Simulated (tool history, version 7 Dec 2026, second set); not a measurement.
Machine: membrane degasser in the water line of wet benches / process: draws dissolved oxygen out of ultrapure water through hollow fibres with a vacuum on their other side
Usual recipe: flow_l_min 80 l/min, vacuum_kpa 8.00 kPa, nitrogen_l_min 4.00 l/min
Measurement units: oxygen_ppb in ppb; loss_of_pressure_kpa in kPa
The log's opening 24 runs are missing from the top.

run,day,flow_l_min,vacuum_kpa,nitrogen_l_min,oxygen_ppb,loss_of_pressure_kpa
25,82.950,117,6.03,4.00,206.9,63.98
26,86.646,58,6.03,4.41,87.9,31.37
27,91.071,54,8.00,1.74,302.8,29.63
28,94.512,73,9.89,3.27,328.1,39.74
29,97.071,73,9.89,3.27,326.7,39.34
30,100.067,73,9.89,3.27,322.7,39.64
31,103.304,73,9.89,3.27,325.0,39.68
32,105.475,73,9.89,3.27,324.5,39.69

Predict each of these 3 candidate next runs independently; none follows another, all start after run 32:
A,110.000,99,16.92,2.87,?,?
B,110.000,94,15.80,3.27,?,?
C,110.000,57,8.91,5.12,?,?

run,oxygen_ppb,loss_of_pressure_kpa
A,898.8,54.20
B,724.8,51.01
C,152.0,30.73
Stripped of hidden state, with their random variation kept, the same runs would have yielded:
run,oxygen_ppb,loss_of_pressure_kpa
A,898.4,54.17
B,724.5,50.98
C,151.8,30.71
